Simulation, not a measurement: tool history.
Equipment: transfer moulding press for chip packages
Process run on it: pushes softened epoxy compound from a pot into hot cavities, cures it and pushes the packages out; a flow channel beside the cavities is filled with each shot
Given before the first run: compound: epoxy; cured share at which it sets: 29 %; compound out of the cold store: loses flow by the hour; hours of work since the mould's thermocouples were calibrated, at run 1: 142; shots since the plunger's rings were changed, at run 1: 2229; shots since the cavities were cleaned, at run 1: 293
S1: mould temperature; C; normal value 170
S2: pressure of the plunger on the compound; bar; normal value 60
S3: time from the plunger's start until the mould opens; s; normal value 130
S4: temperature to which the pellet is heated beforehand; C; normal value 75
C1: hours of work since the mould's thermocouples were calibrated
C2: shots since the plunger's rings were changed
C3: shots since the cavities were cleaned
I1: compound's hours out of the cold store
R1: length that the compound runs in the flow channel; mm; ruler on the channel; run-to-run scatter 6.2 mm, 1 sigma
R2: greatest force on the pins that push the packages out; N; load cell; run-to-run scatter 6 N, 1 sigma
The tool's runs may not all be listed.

| run | hour | S1 | S2 | S3 | S4 | C1 | C2 | C3 | I1 | R1 | R2 |
|---|---|---|---|---|---|---|---|---|---|---|---|
| 1 | 0 | 170 | 60 | 130 | 75 | 142 | 2229 | 293 | 24.5 | 915 | 260 |
| 2 | 38.5 | 170 | 60 | 130 | 75 | 160 | 2472 | 536 | 14.1 | 962 | 327 |
| 3 | 74.4 | 170 | 60 | 130 | 77 | 176 | 2698 | 762 | 39.7 | 842 | 319 |
|  | 108.9 | cavities cleaned with cleaning compound and waxed |
| 4 | 124 | 170 | 60 | 130 | 77 | 198 | 3000 | 95 | 30.2 | 877 | 229 |
| 5 | 166.1 | 172 | 60 | 130 | 75 | 217 | 3266 | 361 | 37.1 | 846 | 248 |
| 6 | 212.8 | 170 | 60 | 130 | 75 | 238 | 3560 | 655 | 17.9 | 920 | 313 |
| 7 | 261.2 | 170 | 60 | 130 | 75 | 259 | 3864 | 959 | 20.3 | 896 | 342 |
|  | 266.7 | cavities cleaned with cleaning compound and waxed |
| 8 | 290.5 | 170 | 60 | 130 | 75 | 272 | 4039 | 150 | 35.6 | 832 | 246 |
| 9 | 339.2 | 170 | 60 | 130 | 75 | 294 | 4346 | 457 | 37 | 833 | 296 |
| 10 | 382.6 | 170 | 60 | 130 | 75 | 313 | 4618 | 729 | 43.3 | 794 | 317 |
| 11 | 406 | 170 | 60 | 126 | 75 | 324 | 4766 | 877 | 40.6 | 801 | 350 |
|  | 423.1 | cavities cleaned with cleaning compound and waxed |
| 12 | 439.9 | 170 | 60 | 126 | 75 | 339 | 4970 | 106 | 19.9 | 889 | 257 |
| 13 | 464.5 | 170 | 60 | 130 | 75 | 350 | 5125 | 261 | 25.5 | 858 | 273 |

What will run 14 give?
| 14 | 500.5 | 167 | 60 | 130 | 75 | 366 | 5351 | 487 | 21.7 | ? | ? |

{"run 14": {"R1": 878, "R2": 358}}
Minus the tool's unlogged condition, the same run would have read R1 996 mm, R2 265 N.

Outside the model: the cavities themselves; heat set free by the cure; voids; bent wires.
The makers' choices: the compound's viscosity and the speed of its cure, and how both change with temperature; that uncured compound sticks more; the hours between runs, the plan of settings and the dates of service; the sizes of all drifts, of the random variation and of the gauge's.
